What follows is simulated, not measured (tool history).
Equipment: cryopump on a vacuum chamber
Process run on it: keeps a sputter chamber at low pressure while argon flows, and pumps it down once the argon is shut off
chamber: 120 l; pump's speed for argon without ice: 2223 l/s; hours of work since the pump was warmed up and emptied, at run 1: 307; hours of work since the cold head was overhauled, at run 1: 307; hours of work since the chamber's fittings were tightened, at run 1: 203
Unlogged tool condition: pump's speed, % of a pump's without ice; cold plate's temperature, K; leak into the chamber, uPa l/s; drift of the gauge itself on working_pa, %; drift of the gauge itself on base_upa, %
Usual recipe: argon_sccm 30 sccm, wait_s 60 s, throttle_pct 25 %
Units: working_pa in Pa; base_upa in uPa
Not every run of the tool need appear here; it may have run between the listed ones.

run,hour,argon_sccm,wait_s,throttle_pct,hours of work since the pump was warmed up and emptied,hours of work since the cold head was overhauled,hours of work since the chamber's fittings were tightened,working_pa,base_upa
1,0,30,60,25,307,307,203,0.093,1.22
2,20.9,30,60,25,317,317,214,0.0935,1.21
3,47.3,30,60,25,331,331,228,0.0933,1.21
4,71.8,30,60,25,343,343,240,0.0925,1.19
5,93.5,30,60,18,354,354,251,0.1282,1.23
6,121.6,30,31,25,369,369,266,0.0926,2.05
7,148.7,30,31,25,383,383,279,0.094,2.2
8,173.1,30,60,25,395,395,292,0.0943,1.3
9,199.5,38,118,19,409,409,305,0.1553,0.82
10,223.2,38,118,19,421,421,318,0.1556,0.86
11,248,30,60,45,433,433,330,0.0531,1.31
12,270.4,30,60,45,445,445,342,0.0532,1.27
13,292.1,17,145,38,456,456,353,0.0356,0.81
14,320.1,17,145,38,470,470,367,0.0359,0.78
15,341.8,17,145,38,481,481,378,0.0362,0.8
16,360.9,24,30,25,491,491,388,0.0763,2.26

Some steps in working_pa between neighbouring runs. How much of each would the tool show without its hidden state too (settings, what came in, random variation), and how much is left for the hidden state, with any gauge scatter that isn't in both results?
Run 10 -> 11: argon_sccm 38 -> 30, wait_s 118 -> 60, throttle_pct 19 -> 45. working_pa -0.1025 Pa: hidden state -0.0007, all else -0.1018.
Run 12 -> 13: argon_sccm 30 -> 17, wait_s 60 -> 145, throttle_pct 45 -> 38. working_pa -0.0176 Pa: hidden state -0.0012, all else -0.0164.
